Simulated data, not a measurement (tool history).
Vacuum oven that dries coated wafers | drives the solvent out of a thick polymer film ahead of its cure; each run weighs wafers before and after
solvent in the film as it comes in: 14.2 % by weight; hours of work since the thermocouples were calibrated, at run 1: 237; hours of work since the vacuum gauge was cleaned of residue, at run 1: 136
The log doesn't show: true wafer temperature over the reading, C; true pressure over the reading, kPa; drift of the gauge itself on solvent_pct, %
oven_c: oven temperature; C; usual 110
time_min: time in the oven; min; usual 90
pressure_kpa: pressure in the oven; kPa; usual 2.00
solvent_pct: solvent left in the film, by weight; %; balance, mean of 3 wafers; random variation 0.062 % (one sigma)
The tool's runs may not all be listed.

| run | hour | oven_c | time_min | pressure_kpa | hours of work since the thermocouples were calibrated | hours of work since the vacuum gauge was cleaned of residue | solvent_pct |
|---|---|---|---|---|---|---|---|
| 1 | 0.0 | 110 | 90 | 2.00 | 237 | 136 | 3.64 |
| 2 | 64.3 | 110 | 90 | 2.00 | 268 | 167 | 3.74 |
| 3 | 103.2 | 110 | 90 | 2.00 | 287 | 186 | 3.76 |
| 4 | 152.0 | 110 | 90 | 2.00 | 311 | 210 | 3.82 |
| 5 | 221.5 | 110 | 90 | 2.00 | 346 | 244 | 3.60 |
| 6 | 264.8 | 110 | 90 | 2.00 | 367 | 266 | 3.72 |
| 7 | 302.5 | 110 | 90 | 2.00 | 385 | 284 | 3.73 |
| 8 | 379.5 | 110 | 90 | 2.00 | 423 | 322 | 3.78 |
| 9 | 433.1 | 110 | 90 | 2.00 | 449 | 348 | 3.82 |
| 10 | 508.0 | 114 | 90 | 2.00 | 486 | 385 | 2.94 |
| 11 | 573.7 | 114 | 90 | 2.00 | 518 | 417 | 2.94 |
| 12 | 638.8 | 110 | 90 | 2.00 | 550 | 449 | 3.73 |
| 13 | 714.4 | 110 | 90 | 2.00 | 587 | 486 | 3.79 |
| 14 | 772.6 | 110 | 90 | 2.00 | 616 | 515 | 3.76 |
| 15 | 814.7 | 120 | 143 | 1.03 | 637 | 535 | 0.72 |
| 16 | 855.1 | 110 | 57 | 1.36 | 656 | 555 | 5.07 |
| 17 | 928.4 | 110 | 57 | 1.36 | 692 | 591 | 5.09 |
| 18 | 965.9 | 97 | 135 | 1.10 | 711 | 610 | 4.58 |
| 19 | 1015.1 | 97 | 135 | 1.10 | 735 | 634 | 4.48 |
| 20 | 1056.9 | 97 | 135 | 1.10 | 756 | 654 | 4.40 |
| 21 | 1118.2 | 105 | 130 | 1.43 | 786 | 684 | 3.06 |
| 22 | 1174.3 | 105 | 130 | 1.43 | 813 | 712 | 3.21 |
| 23 | 1250.0 | 110 | 83 | 2.81 | 850 | 749 | 4.43 |
| 24 | 1323.2 | 110 | 83 | 2.81 | 886 | 785 | 4.33 |
| 25 | 1378.4 | 121 | 106 | 3.11 | 913 | 812 | 1.94 |
| 26 | 1427.6 | 96 | 149 | 2.00 | 937 | 836 | 5.04 |
| 27 | 1489.8 | 96 | 149 | 2.00 | 968 | 867 | 5.01 |
|  | 1507.9 | oven's thermocouples calibrated |
| 28 | 1568.3 | 116 | 114 | 1.24 | 30 | 904 | 1.51 |

Forecast each of these 4 alternatives for the next run:
| A | 1602.1 | 121 | 107 | 3.46 | 46 | 921 | ? |
| B | 1602.1 | 121 | 85 | 3.17 | 46 | 921 | ? |
| C | 1602.1 | 104 | 140 | 1.24 | 46 | 921 | ? |
| D | 1602.1 | 96 | 90 | 1.67 | 46 | 921 | ? |

| run | solvent_pct |
|---|---|
| A | 2.06 |
| B | 2.34 |
| C | 3.02 |
| D | 6.67 |
Without the tool's hidden state the same runs would have given:
| run | solvent_pct |
|---|---|
| A | 2.05 |
| B | 2.33 |
| C | 3.01 |
| D | 6.66 |
